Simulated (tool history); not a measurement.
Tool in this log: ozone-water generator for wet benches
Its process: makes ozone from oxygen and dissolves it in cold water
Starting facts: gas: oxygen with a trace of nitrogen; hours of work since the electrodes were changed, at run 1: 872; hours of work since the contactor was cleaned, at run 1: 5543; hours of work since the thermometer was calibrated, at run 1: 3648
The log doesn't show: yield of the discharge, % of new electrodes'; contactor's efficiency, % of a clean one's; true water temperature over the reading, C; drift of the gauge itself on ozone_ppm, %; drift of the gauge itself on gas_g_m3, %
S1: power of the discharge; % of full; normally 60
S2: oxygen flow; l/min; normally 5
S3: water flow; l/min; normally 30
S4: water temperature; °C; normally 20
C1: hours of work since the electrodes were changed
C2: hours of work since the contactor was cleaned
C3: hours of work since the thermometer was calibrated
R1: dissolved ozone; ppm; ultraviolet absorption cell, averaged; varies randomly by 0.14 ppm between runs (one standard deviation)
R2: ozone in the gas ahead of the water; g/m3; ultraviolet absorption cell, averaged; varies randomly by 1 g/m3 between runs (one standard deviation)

run	hour	S1	S2	S3	S4	C1	C2	C3	R1	R2
1	0	60	5	30	20	872	5543	3648	14.3	177.5
2	29.1	60	5	30	20	897	5568	3673	14.6	176
3	44.9	60	5	27	20	911	5581	3687	16	178.4
4	66.3	60	5	30	19	929	5600	3705	14.7	177.2
5	80.5	60	5	30	20	941	5612	3718	14.5	177
6	94.9	60	5	30	20	954	5624	3730	14.5	177.6
7	114.3	60	5	30	20	970	5641	3746	14.6	176.4
8	139.8	60	5	30	20	992	5663	3768	14.3	176.9
9	168.7	60	5	30	20	1017	5688	3793	14.5	175.3
10	190.7	60	5	30	20	1036	5707	3812	14.3	177.1
11	219.4	60	5	30	20	1061	5731	3837	14.3	176.5
12	248.2	60	5	30	20	1085	5756	3861	14.4	177.2
13	279.5	60	5	30	20	1112	5783	3888	14.4	176.2
14	311.4	60	5	30	20	1140	5810	3916	14.2	178.3
15	337.5	60	5	30	20	1162	5833	3938	14.3	176.3
16	356.1	60	5	30	20	1178	5849	3954	14.1	173.8
17	385.7	60	5	30	20	1203	5874	3980	14.2	174.9
18	400.1	60	2.89	19	20	1216	5886	3992	19.2	227.4
19	419.5	60	2.89	19	20	1232	5903	4009	19.3	227.7
# hour 434.9: water thermometer calibrated
20	450.1	60	3.32	30	26	1258	5929	13	12.3	214.4
21	480.6	76	5	30	21	1284	5955	39	16.8	205.4
22	500.1	76	5	30	21	1301	5972	56	16.5	206.3
23	525.4	50	4.45	30	23	1323	5994	78	11.9	161.9
24	544	53	8.93	30	20	1339	6010	94	13.8	121
25	576.2	64	7.07	37	27	1367	6037	121	11.8	155
26	597.7	59	5	29	20	1385	6056	140	14.4	172.7
27	615.4	46	2.81	35	15	1400	6071	155	9	190.6
28	647	46	2.81	35	15	1427	6098	182	9.2	190.4
29	670.4	44	4.04	30	20	1447	6118	202	11	155.7
30	692.5	44	4.04	30	22	1466	6137	221	10.7	155.7
# hour 699.5: contactor cleaned
31	728.2	41	5	45	20	1494	25	248	7.8	132.1
32	747.6	41	5	19	14	1510	41	265	17.8	132.8

Measured less the same run without the tool's hidden state. The same run-to-run variation is in both; the gauge's scatter may not be:
run	R1	R2
1	-0.9	-3.4
2	-0.9	-3.5
3	-0.9	-3.7
4	-0.9	-3.7
5	-0.9	-3.8
6	-0.9	-3.8
7	-0.9	-3.9
8	-0.9	-4
9	-0.9	-4.1
10	-0.9	-4.2
11	-1	-4.3
12	-1	-4.4
13	-1	-4.5
14	-1.1	-4.7
15	-1	-4.8
16	-1	-4.9
17	-1.1	-5
18	-1.2	-6.6
19	-1.3	-6.6
20	-0.9	-6.4
21	-1.3	-7.5
22	-1.4	-7.7
23	-0.9	-4.4
24	-1	-3.5
25	-1	-5.4
26	-1.1	-5.7
27	-0.7	-5
28	-0.6	-5.2
29	-0.7	-4.1
30	-0.8	-4.1
31	-0.2	-3.4
32	-0.5	-3.4

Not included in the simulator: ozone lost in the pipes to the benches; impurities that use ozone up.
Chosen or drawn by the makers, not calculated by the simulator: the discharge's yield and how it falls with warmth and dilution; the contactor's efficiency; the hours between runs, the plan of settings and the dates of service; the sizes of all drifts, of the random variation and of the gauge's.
